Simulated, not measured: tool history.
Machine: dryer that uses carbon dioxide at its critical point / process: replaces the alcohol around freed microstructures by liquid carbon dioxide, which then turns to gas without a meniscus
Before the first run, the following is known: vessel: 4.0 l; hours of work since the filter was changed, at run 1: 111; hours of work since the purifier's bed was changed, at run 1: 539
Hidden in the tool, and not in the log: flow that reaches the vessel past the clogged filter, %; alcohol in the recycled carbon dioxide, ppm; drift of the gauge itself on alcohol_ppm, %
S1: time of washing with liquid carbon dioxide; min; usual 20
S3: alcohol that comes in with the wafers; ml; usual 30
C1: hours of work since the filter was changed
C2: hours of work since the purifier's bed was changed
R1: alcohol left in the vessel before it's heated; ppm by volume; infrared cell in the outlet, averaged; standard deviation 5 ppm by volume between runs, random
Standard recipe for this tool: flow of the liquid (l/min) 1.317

Run 1, hour 0: usual settings; C1 111; C2 539. Result: R1 64 ppm by volume.
Run 2, hour 22.3: usual settings; C1 122; C2 550. Result: R1 61 ppm by volume.
Run 3, hour 44.8: usual settings; C1 134; C2 562. Result: R1 70 ppm by volume.
Run 4, hour 61.7: usual settings; C1 143; C2 571. Result: R1 63 ppm by volume.
Run 5, hour 90.3: usual settings; C1 157; C2 585. Result: R1 57 ppm by volume.
Run 6, hour 110.6: usual settings; C1 168; C2 596. Result: R1 60 ppm by volume.
Run 7, hour 132.5: usual settings but S1 30 min; C1 179; C2 607. Result: R1 51 ppm by volume.
Run 8, hour 157.2: usual settings but S1 30 min; C1 191; C2 619. Result: R1 39 ppm by volume.
Run 9, hour 180.5: usual settings but S1 30 min, S3 60 ml; C1 203; C2 631. Result: R1 42 ppm by volume.
Run 10, hour 201.4: usual settings but S1 30 min, S3 60 ml; C1 214; C2 642. Result: R1 42 ppm by volume.
Run 11, hour 231.4: usual settings but S1 15 min; C1 229; C2 657. Result: R1 164 ppm by volume.
Run 12, hour 243.9: usual settings but flow of the liquid (l/min) 1.99, S3 100 ml; C1 236; C2 664. Result: R1 46 ppm by volume.
Run 13, hour 272.9: usual settings but flow of the liquid (l/min) 1.99, S3 100 ml; C1 250; C2 679. Result: R1 53 ppm by volume.
Run 14, hour 289.7: usual settings but flow of the liquid (l/min) 1.99, S3 100 ml; C1 259; C2 687. Result: R1 47 ppm by volume.
Run 15, hour 315.2: usual settings but flow of the liquid (l/min) 1.99, S3 100 ml; C1 272; C2 700. Result: R1 49 ppm by volume.
Run 16, hour 345: usual settings but S1 17 min, flow of the liquid (l/min) 1.03, S3 55 ml; C1 287; C2 715. Result: R1 404 ppm by volume.
Run 17, hour 372.4: usual settings but S1 14 min, flow of the liquid (l/min) 1.43, S3 24 ml; C1 301; C2 729. Result: R1 136 ppm by volume.

4 ways to go on from here, each from the tool as it stands after run 17. What would each give?
Run A, hour 392.2: usual settings but S1 21 min, S3 26 ml; C1 311; C2 740. Result: R1 ?.
Run B, hour 392.2: usual settings but flow of the liquid (l/min) 2.03, S3 60 ml; C1 311; C2 740. Result: R1 ?.
Run C, hour 392.2: usual settings but flow of the liquid (l/min) 0.81, S3 38 ml; C1 311; C2 740. Result: R1 ?.
Run D, hour 392.2: usual settings but S1 14 min, flow of the liquid (l/min) 1.67, S3 24 ml; C1 311; C2 740. Result: R1 ?.

run   R1
  A   61
  B   52
  C  354
  D   93
Had the tool no hidden state, the same runs would have come out as:
run   R1
  A   13
  B   10
  C  259
  D   40
